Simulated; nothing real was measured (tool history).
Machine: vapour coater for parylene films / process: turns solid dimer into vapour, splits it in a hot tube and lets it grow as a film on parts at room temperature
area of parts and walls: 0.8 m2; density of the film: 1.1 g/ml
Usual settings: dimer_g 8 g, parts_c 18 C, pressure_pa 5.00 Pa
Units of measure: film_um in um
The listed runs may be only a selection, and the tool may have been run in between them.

Run 1, day 0.000: usual settings. Result: film_um 6.06 um.
Run 2, day 1.604: usual settings. Result: film_um 6.09 um.
Run 3, day 4.000: usual settings. Result: film_um 6.07 um.
Run 4, day 5.821: usual settings. Result: film_um 6.17 um.
At day 7.083: trap's valve overhauled.
Run 5, day 7.621: usual settings. Result: film_um 6.10 um.
Run 6, day 8.962: usual settings. Result: film_um 6.11 um.
Run 7, day 11.733: usual settings. Result: film_um 5.98 um.
Run 8, day 14.158: usual settings. Result: film_um 6.12 um.
At day 16.467: table's thermometer calibrated.
Run 9, day 16.738: usual settings. Result: film_um 6.12 um.
Run 10, day 19.167: usual settings. Result: film_um 6.16 um.
Run 11, day 20.504: usual settings but dimer_g 12 g. Result: film_um 9.22 um.
Run 12, day 22.421: usual settings but dimer_g 12 g. Result: film_um 9.18 um.
Run 13, day 24.775: usual settings. Result: film_um 6.17 um.
At day 25.592: trap's valve overhauled.
Run 14, day 26.854: usual settings. Result: film_um 6.04 um.
Run 15, day 28.529: usual settings but parts_c 13 C. Result: film_um 7.11 um.
Run 16, day 30.462: usual settings but parts_c 13 C. Result: film_um 7.14 um.
Run 17, day 31.758: usual settings but parts_c 13 C. Result: film_um 7.08 um.
Run 18, day 33.254: usual settings but parts_c 27 C. Result: film_um 4.49 um.
Run 19, day 35.062: usual settings but parts_c 27 C. Result: film_um 4.53 um.
Run 20, day 36.758: usual settings but parts_c 27 C. Result: film_um 4.50 um.
Run 21, day 38.404: usual settings but parts_c 27 C. Result: film_um 4.57 um.
Run 22, day 39.812: usual settings but parts_c 11 C. Result: film_um 7.67 um.
Run 23, day 41.525: usual settings. Result: film_um 6.10 um.
At day 44.008: trap's valve overhauled.
Run 24, day 44.571: usual settings but parts_c 10 C. Result: film_um 7.98 um.
Run 25, day 45.900: usual settings but dimer_g 7 g, parts_c 11 C. Result: film_um 6.74 um.
Run 26, day 47.946: usual settings but pressure_pa 7.45 Pa. Result: film_um 5.68 um.
Run 27, day 49.846: usual settings but pressure_pa 7.45 Pa. Result: film_um 5.74 um.
Run 28, day 51.892: usual settings but pressure_pa 7.45 Pa. Result: film_um 5.59 um.
Run 29, day 53.512: usual settings but dimer_g 10 g, parts_c 11 C, pressure_pa 2.31 Pa. Result: film_um 11.16 um.
Run 30, day 54.804: usual settings but dimer_g 7 g, parts_c 11 C, pressure_pa 3.72 Pa. Result: film_um 6.99 um.
Run 31, day 56.838: usual settings but dimer_g 5 g, parts_c 19 C, pressure_pa 11.66 Pa. Result: film_um 3.15 um.
Run 32, day 59.717: usual settings but dimer_g 5 g, parts_c 19 C, pressure_pa 11.66 Pa. Result: film_um 3.14 um.
Run 33, day 62.162: usual settings but dimer_g 5 g, parts_c 19 C, pressure_pa 11.66 Pa. Result: film_um 3.14 um.
At day 62.575: trap's valve overhauled.
Run 34, day 64.667: usual settings but dimer_g 3 g, parts_c 22 C, pressure_pa 6.41 Pa. Result: film_um 1.93 um.
Run 35, day 65.900: usual settings but parts_c 19 C. Result: film_um 5.95 um.
Run 36, day 68.504: usual settings but dimer_g 14 g, parts_c 19 C, pressure_pa 9.47 Pa. Result: film_um 9.17 um.
At day 69.979: table's thermometer calibrated.
Run 37, day 70.908: usual settings but dimer_g 5 g, parts_c 12 C, pressure_pa 6.11 Pa. Result: film_um 4.46 um.
Run 38, day 72.458: usual settings but dimer_g 7 g, parts_c 29 C, pressure_pa 7.02 Pa. Result: film_um 3.42 um.
Run 39, day 74.254: usual settings but dimer_g 7 g, parts_c 29 C, pressure_pa 7.02 Pa. Result: film_um 3.45 um.
Run 40, day 75.796: usual settings but dimer_g 7 g, parts_c 29 C, pressure_pa 7.02 Pa. Result: film_um 3.46 um.
Run 41, day 77.912: usual settings but dimer_g 3 g, parts_c 12 C, pressure_pa 6.81 Pa. Result: film_um 2.66 um.
Run 42, day 79.633: usual settings but dimer_g 3 g, parts_c 12 C, pressure_pa 6.81 Pa. Result: film_um 2.57 um.
At day 81.104: trap's valve overhauled.
Run 43, day 81.554: usual settings but parts_c 10 C, pressure_pa 5.56 Pa. Result: film_um 7.84 um.
Run 44, day 83.729: usual settings but parts_c 10 C, pressure_pa 5.56 Pa. Result: film_um 7.74 um.
Run 45, day 85.762: usual settings but dimer_g 5 g, parts_c 10 C, pressure_pa 2.75 Pa. Result: film_um 5.58 um.
Run 46, day 87.162: usual settings but dimer_g 5 g, parts_c 20 C. Result: film_um 3.52 um.
Run 47, day 89.379: usual settings but parts_c 11 C. Result: film_um 7.73 um.

4 options for the next run, each taken on its own from the tool as it stands now. Forecast them:
Run A, day 92.154: usual settings but dimer_g 4 g, parts_c 14 C. Result: film_um ?.
Run B, day 92.154: usual settings but parts_c 10 C, pressure_pa 8.12 Pa. Result: film_um ?.
Run C, day 92.154: usual settings but parts_c 15 C, pressure_pa 4.29 Pa. Result: film_um ?.
Run D, day 92.154: usual settings but pressure_pa 3.12 Pa. Result: film_um ?.

run  film_um
  A     3.49
  B     7.25
  C     6.88
  D     6.62
Without the tool's hidden state the same runs would have given:
run  film_um
  A     3.50
  B     7.26
  C     6.89
  D     6.63

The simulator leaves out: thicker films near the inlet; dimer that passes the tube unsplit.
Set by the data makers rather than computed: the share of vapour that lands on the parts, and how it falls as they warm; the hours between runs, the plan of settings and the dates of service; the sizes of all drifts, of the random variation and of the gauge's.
